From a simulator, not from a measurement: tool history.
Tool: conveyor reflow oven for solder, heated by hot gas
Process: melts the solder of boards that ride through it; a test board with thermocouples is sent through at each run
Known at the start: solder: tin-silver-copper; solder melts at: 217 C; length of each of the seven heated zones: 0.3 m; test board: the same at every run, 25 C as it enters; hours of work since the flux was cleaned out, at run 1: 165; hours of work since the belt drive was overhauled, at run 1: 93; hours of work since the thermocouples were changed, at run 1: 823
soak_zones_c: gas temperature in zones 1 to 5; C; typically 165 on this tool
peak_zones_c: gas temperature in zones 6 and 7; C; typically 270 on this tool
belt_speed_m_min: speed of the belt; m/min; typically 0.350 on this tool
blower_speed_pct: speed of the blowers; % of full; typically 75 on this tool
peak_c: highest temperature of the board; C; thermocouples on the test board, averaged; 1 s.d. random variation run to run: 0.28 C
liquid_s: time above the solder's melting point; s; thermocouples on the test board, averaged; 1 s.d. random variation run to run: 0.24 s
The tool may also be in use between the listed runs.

run	hour	soak_zones_c	peak_zones_c	belt_speed_m_min	blower_speed_pct	hours of work since the flux was cleaned out	hours of work since the belt drive was overhauled	hours of work since the thermocouples were changed	peak_c	liquid_s
1	0.0	165	270	0.350	75	165	93	823	257.1	79.2
# hour 8.7: flux residue cleaned out of gas plates and filters
2	30.0	175	270	0.350	75	13	108	838	258.1	84.1
3	59.9	175	270	0.350	75	31	126	856	258.8	83.6
4	109.4	165	270	0.377	75	61	155	886	254.2	70.5
5	137.5	165	270	0.377	75	77	172	903	255.2	70.8
6	187.1	165	270	0.377	75	107	202	933	254.8	70.6
7	217.4	159	270	0.377	75	125	220	951	253.7	67.6
8	250.0	157	270	0.350	75	145	240	971	256.2	75.3
9	280.8	165	277	0.350	81	164	258	989	264.3	84.0
# hour 289.8: flux residue cleaned out of gas plates and filters
10	338.3	165	270	0.353	63	29	290	1021	255.2	75.5
11	377.6	165	276	0.367	75	53	314	1044	261.1	77.9
12	404.7	165	278	0.324	75	69	330	1061	266.5	92.5
13	463.6	165	265	0.324	54	104	365	1096	251.2	79.3
14	511.4	160	269	0.413	67	133	394	1125	248.7	56.3
15	563.3	160	270	0.355	75	164	425	1156	256.6	74.2

Branching from run 15: 5 alternative next runs. What would each branch give?
# hour 572.5: flux residue cleaned out of gas plates and filters
A	603.4	165	279	0.297	55	19	446	1177	?	?
# hour 572.5: flux residue cleaned out of gas plates and filters
B	603.4	161	258	0.337	75	19	446	1177	?	?
# hour 572.5: flux residue cleaned out of gas plates and filters
C	603.4	165	270	0.354	75	19	446	1177	?	?
# hour 572.5: flux residue cleaned out of gas plates and filters
D	603.4	165	270	0.350	65	19	446	1177	?	?
# hour 572.5: flux residue cleaned out of gas plates and filters
E	603.4	167	259	0.355	75	19	446	1177	?	?

run	peak_c	liquid_s
A	267.0	101.5
B	246.5	71.3
C	256.3	77.5
D	256.0	77.0
E	247.1	70.0
Without the tool's hidden state the same runs would have given:
run	peak_c	liquid_s
A	267.2	101.5
B	246.6	71.3
C	256.5	77.5
D	256.1	77.0
E	247.2	70.0
